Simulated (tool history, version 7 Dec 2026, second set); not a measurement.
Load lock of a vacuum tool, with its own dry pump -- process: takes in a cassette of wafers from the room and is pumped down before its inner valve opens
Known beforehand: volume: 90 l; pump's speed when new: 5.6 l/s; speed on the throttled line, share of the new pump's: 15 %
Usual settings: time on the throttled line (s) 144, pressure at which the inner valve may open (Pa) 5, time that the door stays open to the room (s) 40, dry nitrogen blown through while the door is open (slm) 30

| run | hour | time on the throttled line (s) | pressure at which the inner valve may open (Pa) | time that the door stays open to the room (s) | dry nitrogen blown through while the door is open (slm) | incoming humidity of the room's air, % | time from the closed door until the inner valve may open (s) | rise of the pressure with all valves shut (Pa/min) |
|---|---|---|---|---|---|---|---|---|
| 1 | 0.0 | 144 | 5 | 40 | 30 | 44.1 | 303.8 | 0.059 |
| 2 | 102.6 | 144 | 5 | 40 | 30 | 44.0 | 304.1 | 0.065 |
| 3 | 207.7 | 144 | 5 | 40 | 30 | 44.9 | 304.4 | 0.074 |
| 4 | 308.1 | 144 | 5 | 47 | 30 | 42.6 | 300.1 | 0.081 |
| 5 | 461.3 | 144 | 5 | 40 | 7 | 47.4 | 305.9 | 0.110 |
| 6 | 640.3 | 144 | 5 | 40 | 7 | 41.2 | 308.0 | 0.115 |
| 7 | 796.6 | 144 | 5 | 53 | 30 | 46.0 | 303.9 | 0.121 |
| 8 | 905.1 | 144 | 5 | 53 | 19 | 44.3 | 305.5 | 0.133 |
| 9 | 1062.8 | 144 | 5 | 53 | 19 | 46.4 | 308.4 | 0.149 |
| 10 | 1171.8 | 252 | 5 | 63 | 28 | 47.4 | 395.1 | 0.152 |
| 11 | 1324.9 | 95 | 5 | 63 | 28 | 47.0 | 269.2 | 0.166 |
| 12 | 1446.2 | 144 | 5 | 227 | 11 | 47.5 | 308.3 | 0.216 |

Each row is a separate what-if for the run after 12, all from the same tool condition, not one after another. Results?
| A | 1523.6 | 279 | 6 | 111 | 30 | 46.6 | ? | ? |
| B | 1523.6 | 119 | 5 | 46 | 11 | 48.2 | ? | ? |
| C | 1523.6 | 102 | 5 | 40 | 6 | 42.5 | ? | ? |
| D | 1523.6 | 144 | 5 | 45 | 30 | 47.3 | ? | ? |

| run | time from the closed door until the inner valve may open (s) | rise of the pressure with all valves shut (Pa/min) |
|---|---|---|
| A | 418.3 | 0.185 |
| B | 292.6 | 0.183 |
| C | 271.7 | 0.191 |
| D | 311.5 | 0.181 |
Without the tool's hidden state the same runs would have given:
| run | time from the closed door until the inner valve may open (s) | rise of the pressure with all valves shut (Pa/min) |
|---|---|---|
| A | 397.8 | 0.028 |
| B | 267.3 | 0.027 |
| C | 246.5 | 0.035 |
| D | 286.9 | 0.022 |

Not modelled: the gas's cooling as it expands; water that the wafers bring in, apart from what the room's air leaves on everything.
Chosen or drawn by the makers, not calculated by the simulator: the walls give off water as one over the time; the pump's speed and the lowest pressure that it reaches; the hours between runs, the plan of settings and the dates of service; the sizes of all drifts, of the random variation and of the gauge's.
